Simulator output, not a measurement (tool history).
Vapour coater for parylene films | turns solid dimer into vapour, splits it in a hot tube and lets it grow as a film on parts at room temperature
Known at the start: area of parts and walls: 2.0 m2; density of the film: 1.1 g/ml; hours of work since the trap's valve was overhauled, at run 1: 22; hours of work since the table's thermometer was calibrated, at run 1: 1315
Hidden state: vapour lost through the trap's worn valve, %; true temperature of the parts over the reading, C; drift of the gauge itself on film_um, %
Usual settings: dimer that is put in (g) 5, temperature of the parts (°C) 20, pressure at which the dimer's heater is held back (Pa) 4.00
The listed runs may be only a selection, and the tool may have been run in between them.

run,hour,dimer that is put in (g),temperature of the parts (°C),pressure at which the dimer's heater is held back (Pa),hours of work since the trap's valve was overhauled,hours of work since the table's thermometer was calibrated,thickness of the film (um)
1,0.0,5,20,4.00,22,1315,1.49
2,24.8,5,20,4.00,40,1332,1.49
3,60.4,5,20,4.00,64,1356,1.46
4,105.1,5,20,4.00,95,1388,1.48
5,134.2,5,20,2.30,116,1408,1.65
6,185.0,5,20,2.30,151,1443,1.64
7,216.9,5,20,2.30,173,1465,1.58
8,247.0,2,20,2.30,194,1486,0.65
9,289.2,5,28,9.56,224,1516,0.91
# hour 295.9: trap's valve overhauled
10,332.0,5,15,9.56,25,1543,1.43
11,366.5,5,30,2.87,49,1567,1.05
# hour 409.4: trap's valve overhauled, once more
12,410.9,3,18,3.34,1,1595,0.99
13,450.1,7,29,3.33,28,1622,1.57
14,479.7,7,20,7.07,49,1643,1.84
15,504.7,7,20,7.07,66,1660,1.82

Forecast each of these 5 alternatives for the next run:
A,527.1,5,20,2.55,82,1676,?
B,527.1,7,13,7.07,82,1676,?
C,527.1,7,20,4.19,82,1676,?
D,527.1,2,30,9.93,82,1676,?
E,527.1,5,20,9.54,82,1676,?

run,thickness of the film (um)
A,1.61
B,2.33
C,2.04
D,0.35
E,1.23
What these runs would have given with no unlogged condition in the tool:
run,thickness of the film (um)
A,1.69
B,2.45
C,2.15
D,0.37
E,1.29

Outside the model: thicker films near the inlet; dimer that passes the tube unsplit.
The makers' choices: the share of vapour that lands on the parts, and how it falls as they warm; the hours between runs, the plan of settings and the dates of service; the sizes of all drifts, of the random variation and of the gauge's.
